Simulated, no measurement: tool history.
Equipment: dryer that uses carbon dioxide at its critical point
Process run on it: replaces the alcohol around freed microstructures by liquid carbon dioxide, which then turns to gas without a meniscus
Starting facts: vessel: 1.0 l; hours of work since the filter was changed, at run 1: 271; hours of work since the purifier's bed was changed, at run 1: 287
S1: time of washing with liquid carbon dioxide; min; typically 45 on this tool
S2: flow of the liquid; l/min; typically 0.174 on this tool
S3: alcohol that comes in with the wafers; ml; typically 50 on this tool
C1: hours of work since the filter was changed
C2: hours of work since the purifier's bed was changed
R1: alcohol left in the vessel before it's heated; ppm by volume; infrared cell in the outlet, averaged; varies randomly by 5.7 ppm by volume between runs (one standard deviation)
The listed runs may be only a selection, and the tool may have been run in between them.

{"run": 1, "hour": 0.0, "S1": 45, "S2": 0.174, "S3": 50, "C1": 271, "C2": 287, "R1": 352}
{"run": 2, "hour": 10.8, "S1": 45, "S2": 0.174, "S3": 50, "C1": 278, "C2": 295, "R1": 349}
{"run": 3, "hour": 19.3, "S1": 45, "S2": 0.174, "S3": 111, "C1": 284, "C2": 300, "R1": 654}
{"run": 4, "hour": 25.9, "S1": 45, "S2": 0.174, "S3": 111, "C1": 288, "C2": 305, "R1": 666}
{"run": 5, "hour": 33.9, "S1": 45, "S2": 0.174, "S3": 33, "C1": 294, "C2": 310, "R1": 286}
{"run": 6, "hour": 41.7, "S1": 45, "S2": 0.174, "S3": 33, "C1": 299, "C2": 316, "R1": 289}
{"run": 7, "hour": 51.1, "S1": 45, "S2": 0.174, "S3": 33, "C1": 306, "C2": 322, "R1": 288}
{"run": 8, "hour": 56.8, "S1": 45, "S2": 0.174, "S3": 33, "C1": 309, "C2": 326, "R1": 288}
{"run": 9, "hour": 63.1, "S1": 45, "S2": 0.174, "S3": 33, "C1": 314, "C2": 330, "R1": 295}
{"run": 10, "hour": 75.0, "S1": 45, "S2": 0.174, "S3": 33, "C1": 322, "C2": 339, "R1": 296}
{"run": 11, "hour": 82.7, "S1": 45, "S2": 0.174, "S3": 33, "C1": 327, "C2": 344, "R1": 298}
{"run": 12, "hour": 92.2, "S1": 45, "S2": 0.174, "S3": 33, "C1": 334, "C2": 350, "R1": 307}
{"run": 13, "hour": 98.0, "S1": 45, "S2": 0.174, "S3": 33, "C1": 338, "C2": 354, "R1": 302}
{"run": 14, "hour": 109.7, "S1": 45, "S2": 0.174, "S3": 33, "C1": 346, "C2": 362, "R1": 301}
{"run": 15, "hour": 115.3, "S1": 45, "S2": 0.146, "S3": 50, "C1": 350, "C2": 366, "R1": 764}
{"run": 16, "hour": 126.9, "S1": 45, "S2": 0.146, "S3": 50, "C1": 357, "C2": 374, "R1": 778}
{"run": 17, "hour": 134.2, "S1": 45, "S2": 0.146, "S3": 50, "C1": 362, "C2": 379, "R1": 780}
{"run": 18, "hour": 139.5, "S1": 45, "S2": 0.174, "S3": 50, "C1": 366, "C2": 383, "R1": 413}
{"run": 19, "hour": 148.6, "S1": 45, "S2": 0.174, "S3": 50, "C1": 372, "C2": 389, "R1": 413}
{"run": 20, "hour": 159.1, "S1": 45, "S2": 0.174, "S3": 120, "C1": 380, "C2": 396, "R1": 817}
{"run": 21, "hour": 166.0, "S1": 45, "S2": 0.174, "S3": 50, "C1": 384, "C2": 401, "R1": 416}
{"run": 22, "hour": 175.2, "S1": 45, "S2": 0.174, "S3": 93, "C1": 391, "C2": 407, "R1": 655}
{"run": 23, "hour": 182.1, "S1": 45, "S2": 0.174, "S3": 93, "C1": 395, "C2": 412, "R1": 651}
{"run": 24, "hour": 191.2, "S1": 45, "S2": 0.23, "S3": 50, "C1": 402, "C2": 418, "R1": 198}
{"run": 25, "hour": 196.3, "S1": 45, "S2": 0.23, "S3": 50, "C1": 405, "C2": 422, "R1": 204}
{"run": 26, "hour": 205.7, "S1": 51, "S2": 0.191, "S3": 50, "C1": 411, "C2": 428, "R1": 230}
{"run": 27, "hour": 215.5, "S1": 38, "S2": 0.201, "S3": 50, "C1": 418, "C2": 435, "R1": 449}
{"run": 28, "hour": 225.6, "S1": 38, "S2": 0.15, "S3": 50, "C1": 425, "C2": 442, "R1": 1348}
{"hour": 229.1, "done": "inlet filter changed"}
{"run": 29, "hour": 232.9, "S1": 38, "S2": 0.15, "S3": 50, "C1": 3, "C2": 446, "R1": 1099}
{"run": 30, "hour": 243.1, "S1": 38, "S2": 0.15, "S3": 50, "C1": 10, "C2": 453, "R1": 1048}
{"run": 31, "hour": 254.0, "S1": 38, "S2": 0.15, "S3": 50, "C1": 17, "C2": 461, "R1": 1022}
{"run": 32, "hour": 262.0, "S1": 44, "S2": 0.13, "S3": 69, "C1": 23, "C2": 466, "R1": 1435}
{"run": 33, "hour": 270.7, "S1": 44, "S2": 0.13, "S3": 69, "C1": 29, "C2": 472, "R1": 1449}
{"run": 34, "hour": 277.0, "S1": 45, "S2": 0.222, "S3": 81, "C1": 33, "C2": 476, "R1": 225}
{"run": 35, "hour": 285.3, "S1": 44, "S2": 0.225, "S3": 46, "C1": 39, "C2": 482, "R1": 230}
{"run": 36, "hour": 292.0, "S1": 62, "S2": 0.225, "S3": 46, "C1": 43, "C2": 487, "R1": 183}
{"run": 37, "hour": 303.0, "S1": 62, "S2": 0.225, "S3": 46, "C1": 51, "C2": 494, "R1": 188}
{"run": 38, "hour": 308.5, "S1": 30, "S2": 0.271, "S3": 33, "C1": 54, "C2": 498, "R1": 275}
{"run": 39, "hour": 316.1, "S1": 30, "S2": 0.271, "S3": 33, "C1": 60, "C2": 503, "R1": 272}
{"run": 40, "hour": 321.1, "S1": 30, "S2": 0.215, "S3": 66, "C1": 63, "C2": 507, "R1": 844}
{"run": 41, "hour": 329.1, "S1": 30, "S2": 0.215, "S3": 66, "C1": 69, "C2": 512, "R1": 859}
{"run": 42, "hour": 335.3, "S1": 30, "S2": 0.215, "S3": 66, "C1": 73, "C2": 516, "R1": 840}
{"run": 43, "hour": 347.3, "S1": 45, "S2": 0.174, "S3": 35, "C1": 81, "C2": 525, "R1": 332}
{"run": 44, "hour": 357.8, "S1": 45, "S2": 0.119, "S3": 50, "C1": 88, "C2": 532, "R1": 1473}
{"run": 45, "hour": 364.7, "S1": 49, "S2": 0.24, "S3": 50, "C1": 93, "C2": 537, "R1": 212}
{"run": 46, "hour": 373.8, "S1": 49, "S2": 0.24, "S3": 50, "C1": 99, "C2": 543, "R1": 209}
{"run": 47, "hour": 385.1, "S1": 49, "S2": 0.24, "S3": 50, "C1": 107, "C2": 551, "R1": 222}

4 ways to go on from here, each from the tool as it stands after run 47. What would each give?
{"run": "A", "hour": 391.7, "S1": 49, "S2": 0.24, "S3": 25, "C1": 111, "C2": 555, "R1": "?"}
{"run": "B", "hour": 391.7, "S1": 49, "S2": 0.24, "S3": 62, "C1": 111, "C2": 555, "R1": "?"}
{"run": "C", "hour": 391.7, "S1": 45, "S2": 0.26, "S3": 50, "C1": 111, "C2": 555, "R1": "?"}
{"run": "D", "hour": 391.7, "S1": 45, "S2": 0.282, "S3": 27, "C1": 111, "C2": 555, "R1": "?"}

run=A R1=217
run=B R1=222
run=C R1=211
run=D R1=198
What these runs would have given with no unlogged condition in the tool:
run=A R1=16
run=B R1=20
run=C R1=13
run=D R1=0
